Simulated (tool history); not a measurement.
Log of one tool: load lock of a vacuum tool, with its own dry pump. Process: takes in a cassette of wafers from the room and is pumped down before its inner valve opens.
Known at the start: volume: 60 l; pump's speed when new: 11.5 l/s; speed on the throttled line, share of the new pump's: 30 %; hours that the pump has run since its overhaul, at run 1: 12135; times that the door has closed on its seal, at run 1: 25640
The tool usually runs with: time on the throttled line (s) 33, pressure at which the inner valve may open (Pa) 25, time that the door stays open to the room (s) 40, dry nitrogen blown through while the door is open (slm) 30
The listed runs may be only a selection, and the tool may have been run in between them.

run,hour,time on the throttled line (s),pressure at which the inner valve may open (Pa),time that the door stays open to the room (s),dry nitrogen blown through while the door is open (slm),hours that the pump has run since its overhaul,times that the door has closed on its seal,"incoming humidity of the room's air, %",time from the closed door until the inner valve may open (s),rise of the pressure with all valves shut (Pa/min)
1,0,33,25,40,30,12135,25640,46.1,66.7,0.023
2,269.6,33,25,40,30,12405,26349,44.5,67.1,0.024
3,565.2,33,25,40,30,12700,27126,46.4,66.4,0.028
4,800.9,33,25,40,30,12936,27745,44.8,67,0.026
5,1079.3,33,25,40,30,13214,28477,44.1,66.1,0.024
6,1490.9,33,25,40,30,13626,29559,41.9,67,0.024
# hour 1845.3: dry pump taken out, an overhauled one fitted
7,1895.5,33,25,40,30,50,30606,45.3,66.7,0.028
8,2103.9,33,25,40,30,259,31154,46.2,66.5,0.03
9,2312.6,33,25,40,30,467,31703,44.1,66.8,0.024
# hour 2481.7: door's seal changed, seat wiped
10,2572.5,33,25,40,30,726,239,43.7,68,0.024
11,2891.7,33,25,40,30,1045,1078,47.1,66.3,0.024
12,3096.1,33,25,40,37,1249,1615,47.7,67,0.026
13,3523,33,25,40,37,1676,2737,41,67.1,0.027
14,3709.3,33,25,40,37,1863,3227,45,66.9,0.028
15,3958.1,33,25,40,37,2111,3881,45.5,66.2,0.022
16,4193.6,33,43,40,37,2347,4500,43.7,64.7,0.02
17,4470,33,43,40,37,2623,5226,42.9,64,0.024
18,4744.2,33,25,88,10,2897,5947,46.1,66.4,0.047
19,4970.8,33,37,26,30,3124,6542,46.1,64.8,0.021
20,5269.3,52,25,120,22,3423,7327,44.1,79.7,0.044
21,5517.1,52,25,48,22,3670,7978,46.8,79.8,0.035
22,5918.3,30,25,40,6,4072,9033,43.4,64.3,0.038
23,6140.7,33,37,40,21,4294,9617,46.2,64.7,0.033
24,6425.3,46,45,33,44,4578,10366,46.3,73.3,0.02
25,6684.4,46,20,55,7,4838,11047,46.6,77.3,0.043
26,6926.9,18,20,55,7,5080,11684,44.4,57.9,0.038
27,7177.6,18,20,55,7,5331,12343,45.9,56.8,0.047
28,7482.4,25,25,40,8,5636,13144,42.9,61.3,0.04
29,7849.5,32,27,72,30,6003,14109,45.5,65.3,0.031

Forecast each of these 4 alternatives for the next run:
A,8057.2,18,39,72,18,6210,14655,42.1,?,?
B,8057.2,38,19,40,30,6210,14655,45.8,?,?
C,8057.2,40,22,72,12,6210,14655,47.4,?,?
D,8057.2,20,25,29,30,6210,14655,45.8,?,?

run,time from the closed door until the inner valve may open (s),rise of the pressure with all valves shut (Pa/min)
A,53.8,0.035
B,72.5,0.025
C,72.3,0.043
D,57.2,0.031
With no hidden state in the tool, these same runs would have given:
run,time from the closed door until the inner valve may open (s),rise of the pressure with all valves shut (Pa/min)
A,53.8,0.034
B,72.4,0.025
C,72.3,0.043
D,57.2,0.03
